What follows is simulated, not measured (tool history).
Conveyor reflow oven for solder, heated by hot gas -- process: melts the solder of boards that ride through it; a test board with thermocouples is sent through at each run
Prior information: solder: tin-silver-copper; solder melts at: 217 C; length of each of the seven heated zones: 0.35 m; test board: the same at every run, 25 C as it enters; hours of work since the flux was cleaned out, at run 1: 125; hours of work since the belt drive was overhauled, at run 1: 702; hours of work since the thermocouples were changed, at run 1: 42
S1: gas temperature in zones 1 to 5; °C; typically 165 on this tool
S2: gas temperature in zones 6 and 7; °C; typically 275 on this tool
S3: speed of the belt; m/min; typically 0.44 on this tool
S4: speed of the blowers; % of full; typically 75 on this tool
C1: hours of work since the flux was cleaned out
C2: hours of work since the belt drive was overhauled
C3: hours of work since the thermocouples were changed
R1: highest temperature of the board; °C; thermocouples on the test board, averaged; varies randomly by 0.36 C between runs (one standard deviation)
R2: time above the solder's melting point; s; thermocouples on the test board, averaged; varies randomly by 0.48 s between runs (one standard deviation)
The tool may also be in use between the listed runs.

run 1 day=0 | S1=165 S2=275 S3=0.44 S4=75 | C1=125 C2=702 C3=42 | R1=262.3 R2=78.4
run 2 day=1.375 | S1=165 S2=275 S3=0.44 S4=75 | C1=145 C2=721 C3=61 | R1=261 R2=77.7
run 3 day=2.308 | S1=165 S2=275 S3=0.44 S4=75 | C1=158 C2=734 C3=74 | R1=261.8 R2=78.4
run 4 day=4.196 | S1=165 S2=275 S3=0.44 S4=75 | C1=184 C2=761 C3=101 | R1=261.2 R2=77.9
run 5 day=5.9 | S1=165 S2=275 S3=0.44 S4=75 | C1=208 C2=785 C3=124 | R1=261.7 R2=77.4
run 6 day=7.221 | S1=157 S2=275 S3=0.44 S4=75 | C1=227 C2=803 C3=143 | R1=260.2 R2=74.8
run 7 day=8.221 | S1=157 S2=275 S3=0.44 S4=75 | C1=241 C2=817 C3=157 | R1=260.2 R2=73.9
run 8 day=9.092 | S1=157 S2=275 S3=0.44 S4=75 | C1=253 C2=829 C3=169 | R1=260.2 R2=74.5
-- day=9.462 flux residue cleaned out of gas plates and filters
run 9 day=10.154 | S1=157 S2=275 S3=0.44 S4=75 | C1=10 C2=841 C3=181 | R1=258.5 R2=72.3
run 10 day=11.954 | S1=165 S2=275 S3=0.44 S4=59 | C1=35 C2=867 C3=206 | R1=257.4 R2=74.4
run 11 day=13.079 | S1=165 S2=275 S3=0.44 S4=59 | C1=51 C2=882 C3=222 | R1=257.2 R2=73.1
-- day=14.458 flux residue cleaned out of gas plates and filters, once more
run 12 day=15.042 | S1=165 S2=275 S3=0.44 S4=60 | C1=8 C2=907 C3=247 | R1=261.4 R2=78.3
run 13 day=15.896 | S1=165 S2=275 S3=0.44 S4=60 | C1=20 C2=919 C3=259 | R1=260.8 R2=78.4
run 14 day=17.554 | S1=165 S2=275 S3=0.44 S4=75 | C1=43 C2=942 C3=282 | R1=263.5 R2=80.3
run 15 day=19.083 | S1=165 S2=278 S3=0.44 S4=75 | C1=65 C2=964 C3=303 | R1=266 R2=82.2
run 16 day=20.138 | S1=165 S2=275 S3=0.44 S4=75 | C1=80 C2=978 C3=318 | R1=263.2 R2=79.8
run 17 day=21.125 | S1=165 S2=275 S3=0.44 S4=75 | C1=93 C2=992 C3=332 | R1=263.2 R2=79.6
run 18 day=22.088 | S1=165 S2=275 S3=0.44 S4=75 | C1=107 C2=1006 C3=345 | R1=262.7 R2=80.7
run 19 day=23.304 | S1=165 S2=285 S3=0.44 S4=84 | C1=124 C2=1023 C3=362 | R1=273.3 R2=87.4
run 20 day=25.1 | S1=170 S2=285 S3=0.369 S4=75 | C1=149 C2=1048 C3=388 | R1=277.5 R2=107.3
run 21 day=26.717 | S1=170 S2=285 S3=0.369 S4=75 | C1=172 C2=1071 C3=410 | R1=277.3 R2=107.9
run 22 day=28.154 | S1=170 S2=285 S3=0.369 S4=75 | C1=192 C2=1091 C3=430 | R1=277.4 R2=108.9
run 23 day=29.012 | S1=174 S2=275 S3=0.496 S4=75 | C1=204 C2=1103 C3=442 | R1=259.8 R2=72.1
run 24 day=29.929 | S1=174 S2=275 S3=0.496 S4=75 | C1=217 C2=1116 C3=455 | R1=259.5 R2=71
run 25 day=31.312 | S1=174 S2=275 S3=0.496 S4=75 | C1=236 C2=1135 C3=475 | R1=259.9 R2=71.2
run 26 day=32.325 | S1=165 S2=275 S3=0.354 S4=81 | C1=250 C2=1149 C3=489 | R1=268.4 R2=105.7
run 27 day=33.954 | S1=175 S2=275 S3=0.484 S4=54 | C1=273 C2=1172 C3=512 | R1=257.7 R2=70.8
run 28 day=35.962 | S1=175 S2=275 S3=0.484 S4=54 | C1=301 C2=1200 C3=540 | R1=257.9 R2=71.3
run 29 day=37.325 | S1=159 S2=270 S3=0.484 S4=54 | C1=320 C2=1219 C3=559 | R1=249.4 R2=58.3
run 30 day=38.929 | S1=159 S2=270 S3=0.38 S4=53 | C1=343 C2=1242 C3=581 | R1=258.4 R2=86.4
run 31 day=40.583 | S1=158 S2=275 S3=0.388 S4=75 | C1=366 C2=1265 C3=604 | R1=265.2 R2=90

Consider 4 possible next runs. They are alternatives, not a sequence: every one starts from the tool as it was left by run 31. What does each give?
run A day=42.571 | S1=158 S2=275 S3=0.495 S4=87 | C1=394 C2=1293 C3=632 | R1=? R2=?
run B day=42.571 | S1=165 S2=275 S3=0.44 S4=61 | C1=394 C2=1293 C3=632 | R1=? R2=?
run C day=42.571 | S1=174 S2=275 S3=0.412 S4=55 | C1=394 C2=1293 C3=632 | R1=? R2=?
run D day=42.571 | S1=165 S2=284 S3=0.472 S4=75 | C1=394 C2=1293 C3=632 | R1=? R2=?

run=A R1=257.9 R2=65.3
run=B R1=259.6 R2=77.3
run=C R1=262.3 R2=89
run=D R1=268.2 R2=77
With the hidden condition removed and each run's random variation left untouched, the same runs would have given:
run=A R1=259.1 R2=64.3
run=B R1=259.8 R2=75
run=C R1=262 R2=85.7
run=D R1=268.9 R2=74.7
